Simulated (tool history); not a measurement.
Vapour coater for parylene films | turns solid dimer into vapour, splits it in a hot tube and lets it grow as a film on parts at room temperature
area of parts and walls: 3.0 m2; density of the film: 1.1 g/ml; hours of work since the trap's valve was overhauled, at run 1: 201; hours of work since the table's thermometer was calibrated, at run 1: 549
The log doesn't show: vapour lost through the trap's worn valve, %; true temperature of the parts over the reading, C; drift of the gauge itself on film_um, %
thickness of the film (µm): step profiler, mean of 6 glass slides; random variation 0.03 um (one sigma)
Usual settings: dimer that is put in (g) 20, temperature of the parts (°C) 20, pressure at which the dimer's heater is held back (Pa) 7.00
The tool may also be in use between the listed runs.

run	day	dimer that is put in (g)	temperature of the parts (°C)	pressure at which the dimer's heater is held back (Pa)	hours of work since the trap's valve was overhauled	hours of work since the table's thermometer was calibrated	thickness of the film (µm)
1	0.000	20	20	7.00	201	549	2.72
2	1.562	20	20	7.00	224	571	2.75
3	2.783	20	27	7.00	242	589	2.03
4	4.688	20	27	7.00	269	617	1.98
5	5.725	20	20	5.47	284	632	2.82
# day 5.879: table's thermometer calibrated
6	7.050	20	20	3.44	303	17	3.03
7	8.871	20	31	8.21	329	43	1.59
8	9.833	12	16	6.12	343	57	1.99
9	11.417	20	28	4.67	366	80	2.01
# day 11.758: table's thermometer calibrated, once more
10	12.942	20	28	4.67	388	17	1.92
11	14.054	23	20	7.83	404	33	2.94
12	15.896	23	20	7.83	431	60	2.93

4 ways to go on from here, each from the tool as it stands after run 12. What would each give?
A	17.604	22	20	2.82	456	85	?
B	17.604	19	20	6.40	456	85	?
C	17.604	10	25	9.93	456	85	?
D	17.604	11	26	7.00	456	85	?

run	thickness of the film (µm)
A	3.24
B	2.44
C	1.01
D	1.05
Without the tool's hidden state the same runs would have given:
run	thickness of the film (µm)
A	3.50
B	2.64
C	1.09
D	1.14
